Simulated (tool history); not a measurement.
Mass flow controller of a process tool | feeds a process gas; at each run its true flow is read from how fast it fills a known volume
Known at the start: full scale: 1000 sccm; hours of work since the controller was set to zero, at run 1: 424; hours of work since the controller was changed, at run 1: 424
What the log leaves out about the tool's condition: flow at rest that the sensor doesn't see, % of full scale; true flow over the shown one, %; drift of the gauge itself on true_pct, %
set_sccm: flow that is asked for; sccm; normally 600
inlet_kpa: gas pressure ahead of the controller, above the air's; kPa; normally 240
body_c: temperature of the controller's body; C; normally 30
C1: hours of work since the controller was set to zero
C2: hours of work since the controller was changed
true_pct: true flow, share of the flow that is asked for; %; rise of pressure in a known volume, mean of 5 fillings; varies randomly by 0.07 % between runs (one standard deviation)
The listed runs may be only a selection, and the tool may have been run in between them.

run 1 day=0.000 | set_sccm=600 inlet_kpa=240 body_c=30 | C1=424 C2=424 | true_pct=98.37
run 2 day=1.633 | set_sccm=600 inlet_kpa=240 body_c=30 | C1=441 C2=441 | true_pct=98.49
run 3 day=3.746 | set_sccm=600 inlet_kpa=240 body_c=30 | C1=463 C2=463 | true_pct=98.18
run 4 day=5.938 | set_sccm=600 inlet_kpa=240 body_c=30 | C1=486 C2=486 | true_pct=98.16
run 5 day=8.379 | set_sccm=600 inlet_kpa=240 body_c=30 | C1=512 C2=512 | true_pct=98.11
run 6 day=11.533 | set_sccm=600 inlet_kpa=240 body_c=30 | C1=545 C2=545 | true_pct=97.94
run 7 day=14.579 | set_sccm=600 inlet_kpa=240 body_c=30 | C1=577 C2=577 | true_pct=97.91
run 8 day=17.933 | set_sccm=600 inlet_kpa=240 body_c=30 | C1=612 C2=612 | true_pct=98.03
run 9 day=20.100 | set_sccm=600 inlet_kpa=240 body_c=30 | C1=634 C2=634 | true_pct=97.75
run 10 day=23.258 | set_sccm=600 inlet_kpa=240 body_c=30 | C1=668 C2=668 | true_pct=97.62
run 11 day=24.867 | set_sccm=600 inlet_kpa=143 body_c=30 | C1=684 C2=684 | true_pct=97.42
run 12 day=26.492 | set_sccm=600 inlet_kpa=240 body_c=30 | C1=701 C2=701 | true_pct=97.80
run 13 day=28.271 | set_sccm=600 inlet_kpa=240 body_c=30 | C1=720 C2=720 | true_pct=97.64
run 14 day=29.792 | set_sccm=890 inlet_kpa=240 body_c=30 | C1=736 C2=736 | true_pct=98.55
run 15 day=33.292 | set_sccm=890 inlet_kpa=240 body_c=30 | C1=773 C2=773 | true_pct=98.27
-- day=33.842 gauge calibrated
run 16 day=36.704 | set_sccm=600 inlet_kpa=240 body_c=30 | C1=808 C2=808 | true_pct=98.31
run 17 day=38.921 | set_sccm=600 inlet_kpa=240 body_c=30 | C1=832 C2=832 | true_pct=98.46
run 18 day=42.404 | set_sccm=600 inlet_kpa=240 body_c=30 | C1=868 C2=868 | true_pct=98.04
run 19 day=45.742 | set_sccm=600 inlet_kpa=240 body_c=30 | C1=903 C2=903 | true_pct=97.98
run 20 day=48.550 | set_sccm=600 inlet_kpa=240 body_c=30 | C1=933 C2=933 | true_pct=97.91
run 21 day=50.829 | set_sccm=426 inlet_kpa=240 body_c=35 | C1=956 C2=956 | true_pct=96.80
run 22 day=54.183 | set_sccm=311 inlet_kpa=240 body_c=31 | C1=992 C2=992 | true_pct=96.62
run 23 day=57.333 | set_sccm=153 inlet_kpa=240 body_c=30 | C1=1025 C2=1025 | true_pct=96.32
run 24 day=59.825 | set_sccm=497 inlet_kpa=190 body_c=33 | C1=1051 C2=1051 | true_pct=96.95
run 25 day=63.208 | set_sccm=166 inlet_kpa=196 body_c=29 | C1=1086 C2=1086 | true_pct=96.27
run 26 day=65.154 | set_sccm=141 inlet_kpa=240 body_c=39 | C1=1106 C2=1106 | true_pct=95.22
run 27 day=68.354 | set_sccm=133 inlet_kpa=147 body_c=26 | C1=1140 C2=1140 | true_pct=96.18
run 28 day=70.421 | set_sccm=600 inlet_kpa=165 body_c=32 | C1=1162 C2=1162 | true_pct=96.93
run 29 day=72.704 | set_sccm=600 inlet_kpa=165 body_c=32 | C1=1186 C2=1186 | true_pct=96.89
run 30 day=74.612 | set_sccm=600 inlet_kpa=273 body_c=30 | C1=1206 C2=1206 | true_pct=97.35
run 31 day=76.804 | set_sccm=194 inlet_kpa=227 body_c=25 | C1=1229 C2=1229 | true_pct=96.41
run 32 day=79.979 | set_sccm=545 inlet_kpa=237 body_c=30 | C1=1262 C2=1262 | true_pct=96.89
run 33 day=81.667 | set_sccm=297 inlet_kpa=198 body_c=40 | C1=1279 C2=1279 | true_pct=95.05
run 34 day=83.858 | set_sccm=600 inlet_kpa=160 body_c=21 | C1=1302 C2=1302 | true_pct=97.60
run 35 day=85.575 | set_sccm=600 inlet_kpa=185 body_c=29 | C1=1320 C2=1320 | true_pct=96.83
run 36 day=88.638 | set_sccm=600 inlet_kpa=185 body_c=29 | C1=1352 C2=1352 | true_pct=97.00
run 37 day=90.508 | set_sccm=600 inlet_kpa=222 body_c=34 | C1=1372 C2=1372 | true_pct=96.51
run 38 day=93.558 | set_sccm=600 inlet_kpa=222 body_c=34 | C1=1404 C2=1404 | true_pct=96.26
run 39 day=97.083 | set_sccm=600 inlet_kpa=159 body_c=30 | C1=1441 C2=1441 | true_pct=96.35

Hidden condition of the tool, last listed run before each entry between runs versus first listed run after:
Run 15 -> run 16: gauge calibrated (day 33.842)
  drift of the gauge itself on true_pct, %: -0.91 -> -0.08
  measured minus no-state result, true_pct: -0.90 -> -0.07 %
